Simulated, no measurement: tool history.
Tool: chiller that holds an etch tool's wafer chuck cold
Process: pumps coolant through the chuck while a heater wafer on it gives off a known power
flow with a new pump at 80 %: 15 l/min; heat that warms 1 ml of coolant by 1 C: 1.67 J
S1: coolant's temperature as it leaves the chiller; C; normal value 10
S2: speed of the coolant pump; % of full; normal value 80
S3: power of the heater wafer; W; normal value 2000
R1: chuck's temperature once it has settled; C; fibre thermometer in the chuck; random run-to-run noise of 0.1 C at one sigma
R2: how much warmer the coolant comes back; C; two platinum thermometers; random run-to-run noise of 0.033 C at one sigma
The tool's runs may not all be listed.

Run 1, hour 0: usual settings. Result: R1 29.1 C, R2 4.99 C.
Run 2, hour 62.8: usual settings. Result: R1 29.1 C, R2 4.97 C.
Run 3, hour 89.9: usual settings. Result: R1 29.1 C, R2 4.93 C.
Run 4, hour 140: usual settings but S3 2209 W. Result: R1 31.3 C, R2 5.5 C.
Run 5, hour 176.3: usual settings but S3 2209 W. Result: R1 31.4 C, R2 5.52 C.
Run 6, hour 237.4: usual settings but S1 15 C. Result: R1 34.3 C, R2 4.94 C.
Run 7, hour 268.3: usual settings but S1 15 C. Result: R1 34.2 C, R2 5.04 C.
Run 8, hour 330.7: usual settings but S1 15 C. Result: R1 34.2 C, R2 5.01 C.
Run 9, hour 372.2: usual settings but S1 15 C. Result: R1 34.3 C, R2 5.04 C.
Run 10, hour 432.9: usual settings but S3 1314 W. Result: R1 22.4 C, R2 3.34 C.
Run 11, hour 489.7: usual settings but S1 5 C. Result: R1 24.5 C, R2 5.03 C.
Run 12, hour 542.9: usual settings. Result: R1 29.6 C, R2 4.97 C.
Run 13, hour 597.4: usual settings. Result: R1 29.3 C, R2 5.05 C.
Run 14, hour 648.8: usual settings. Result: R1 29.7 C, R2 4.97 C.
Run 15, hour 690: usual settings but S2 97 % of full. Result: R1 26.1 C, R2 4.12 C.
Run 16, hour 741.3: usual settings but S2 97 % of full. Result: R1 26.2 C, R2 4.12 C.

Run 17 is up next; what results do you expect?
Run 17, hour 769.6: usual settings. Result: R1 ?, R2 ?.

Run 17 produced R1 29.5 C, R2 4.99 C.
Take away the tool's hidden state, keep the run-to-run variation as it was, and the same run would have given R1 27 C, R2 4.73 C.

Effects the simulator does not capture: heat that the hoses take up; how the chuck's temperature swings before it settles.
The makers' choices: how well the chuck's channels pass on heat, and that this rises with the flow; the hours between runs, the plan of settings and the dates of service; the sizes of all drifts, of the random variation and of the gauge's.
